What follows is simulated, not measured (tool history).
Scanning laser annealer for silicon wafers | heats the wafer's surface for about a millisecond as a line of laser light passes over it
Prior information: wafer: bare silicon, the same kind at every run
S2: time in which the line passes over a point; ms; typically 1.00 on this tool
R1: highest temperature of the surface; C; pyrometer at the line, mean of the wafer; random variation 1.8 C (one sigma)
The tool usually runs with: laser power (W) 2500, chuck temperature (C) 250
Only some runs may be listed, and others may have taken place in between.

{"run": 1, "hour": 0.0, "laser power (W)": 2500, "S2": 1.0, "chuck temperature (C)": 250, "R1": 914}
{"run": 2, "hour": 28.2, "laser power (W)": 2500, "S2": 1.0, "chuck temperature (C)": 250, "R1": 914}
{"hour": 59.7, "done": "optics aligned, line set to its width"}
{"run": 3, "hour": 89.1, "laser power (W)": 2695, "S2": 1.0, "chuck temperature (C)": 250, "R1": 974}
{"run": 4, "hour": 133.3, "laser power (W)": 2500, "S2": 0.96, "chuck temperature (C)": 250, "R1": 904}
{"run": 5, "hour": 172.7, "laser power (W)": 2500, "S2": 0.96, "chuck temperature (C)": 250, "R1": 903}
{"run": 6, "hour": 212.4, "laser power (W)": 2500, "S2": 1.0, "chuck temperature (C)": 250, "R1": 918}
{"run": 7, "hour": 271.6, "laser power (W)": 2500, "S2": 1.0, "chuck temperature (C)": 250, "R1": 914}
{"run": 8, "hour": 300.1, "laser power (W)": 2169, "S2": 1.0, "chuck temperature (C)": 250, "R1": 823}
{"run": 9, "hour": 332.4, "laser power (W)": 2715, "S2": 1.22, "chuck temperature (C)": 223, "R1": 1029}
{"hour": 356.0, "done": "window over the wafer cleaned"}
{"run": 10, "hour": 381.9, "laser power (W)": 2618, "S2": 0.93, "chuck temperature (C)": 223, "R1": 922}
{"run": 11, "hour": 412.6, "laser power (W)": 2500, "S2": 1.19, "chuck temperature (C)": 233, "R1": 1003}
{"run": 12, "hour": 460.4, "laser power (W)": 2500, "S2": 1.19, "chuck temperature (C)": 233, "R1": 995}

What if the next run were any one of these 5? Each begins from the tool's condition after run 12:
{"run": "A", "hour": 502.6, "laser power (W)": 2678, "S2": 1.0, "chuck temperature (C)": 250, "R1": "?"}
{"run": "B", "hour": 502.6, "laser power (W)": 2500, "S2": 0.93, "chuck temperature (C)": 233, "R1": "?"}
{"run": "C", "hour": 502.6, "laser power (W)": 2332, "S2": 1.22, "chuck temperature (C)": 214, "R1": "?"}
{"run": "D", "hour": 502.6, "laser power (W)": 2553, "S2": 1.0, "chuck temperature (C)": 250, "R1": "?"}
{"run": "E", "hour": 502.6, "laser power (W)": 2460, "S2": 1.0, "chuck temperature (C)": 288, "R1": "?"}

run=A R1=989
run=B R1=897
run=C R1=934
run=D R1=954
run=E R1=967
With the hidden condition removed and each run's random variation left untouched, the same runs would have given:
run=A R1=1003
run=B R1=909
run=C R1=947
run=D R1=966
run=E R1=980
